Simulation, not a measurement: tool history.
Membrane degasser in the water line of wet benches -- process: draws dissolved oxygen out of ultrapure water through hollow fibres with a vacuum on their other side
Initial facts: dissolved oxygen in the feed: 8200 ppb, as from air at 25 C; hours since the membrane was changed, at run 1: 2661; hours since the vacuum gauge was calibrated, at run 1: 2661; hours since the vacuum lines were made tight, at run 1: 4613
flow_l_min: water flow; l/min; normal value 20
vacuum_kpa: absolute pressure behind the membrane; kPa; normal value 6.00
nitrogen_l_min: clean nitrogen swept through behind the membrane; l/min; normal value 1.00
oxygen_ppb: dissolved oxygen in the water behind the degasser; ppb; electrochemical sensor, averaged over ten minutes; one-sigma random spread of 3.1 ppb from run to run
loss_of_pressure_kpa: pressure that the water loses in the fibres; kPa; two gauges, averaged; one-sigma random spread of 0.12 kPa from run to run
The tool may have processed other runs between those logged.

run	day	flow_l_min	vacuum_kpa	nitrogen_l_min	hours since the membrane was changed	hours since the vacuum gauge was calibrated	hours since the vacuum lines were made tight	oxygen_ppb	loss_of_pressure_kpa
1	0.000	20	6.00	1.00	2661	2661	4613	311.1	28.75
2	3.596	20	6.00	1.00	2747	2747	4699	310.2	28.76
3	7.533	20	6.00	1.00	2841	2841	4794	316.8	28.70
4	11.629	20	6.00	1.00	2940	2940	4892	317.6	28.81
5	14.562	20	6.00	1.00	3010	3010	4962	319.0	28.94
6	17.662	20	6.00	1.00	3084	3084	5037	310.5	28.89
7	20.288	20	6.00	0.82	3148	3148	5100	342.5	28.70
8	25.567	20	6.00	0.82	3274	3274	5227	339.0	28.75
9	29.050	20	6.00	0.82	3358	3358	5310	337.1	28.85
10	32.821	20	6.00	0.82	3448	3448	5401	337.4	28.65
11	37.258	20	6.00	1.00	3555	3555	5507	311.9	29.09
12	40.271	20	6.00	1.00	3627	3627	5579	316.7	28.98
13	45.342	20	6.00	1.00	3749	3749	5701	313.0	28.89
14	49.017	20	6.00	1.00	3837	3837	5789	322.1	29.10
15	53.142	14	6.00	1.00	3936	3936	5888	159.4	20.20
16	55.712	20	7.47	1.00	3998	3998	5950	375.0	29.07
17	58.642	20	7.47	1.00	4068	4068	6020	368.6	28.89
18	63.433	16	6.18	2.79	4183	4183	6135	143.9	23.23
19	66.742	29	7.88	0.89	4262	4262	6215	736.5	42.08
20	69.221	29	6.99	0.89	4322	4322	6274	693.1	41.96
21	73.929	18	4.91	0.66	4435	4435	6387	250.9	25.92
22	79.017	18	4.91	0.66	4557	4557	6509	246.5	25.90
23	84.167	18	6.68	2.44	4681	4681	6633	209.9	26.21
24	89.000	18	6.00	1.00	4797	4797	6749	262.7	26.04
25	93.942	18	6.00	1.00	4915	4915	6868	258.6	26.30
26	97.821	19	11.15	1.68	5008	5008	6961	378.6	27.80
27	100.479	19	11.15	1.68	5072	5072	7024	375.6	27.65
28	103.554	19	11.15	1.68	5146	5146	7098	375.4	27.49
29	107.942	20	9.63	1.30	5251	5251	7203	420.9	28.86
30	113.229	28	9.93	0.88	5378	5378	7330	824.0	40.66

Run 31 is up next; what results do you expect?
31	116.496	25	6.43	0.88	5456	5456	7409	?	?

{"run 31": {"oxygen_ppb": 523.2, "loss_of_pressure_kpa": 36.22}}
On a tool with no hidden condition, and with the same random variation, this run would have come out at oxygen_ppb 502.2 ppb, loss_of_pressure_kpa 35.67 kPa.

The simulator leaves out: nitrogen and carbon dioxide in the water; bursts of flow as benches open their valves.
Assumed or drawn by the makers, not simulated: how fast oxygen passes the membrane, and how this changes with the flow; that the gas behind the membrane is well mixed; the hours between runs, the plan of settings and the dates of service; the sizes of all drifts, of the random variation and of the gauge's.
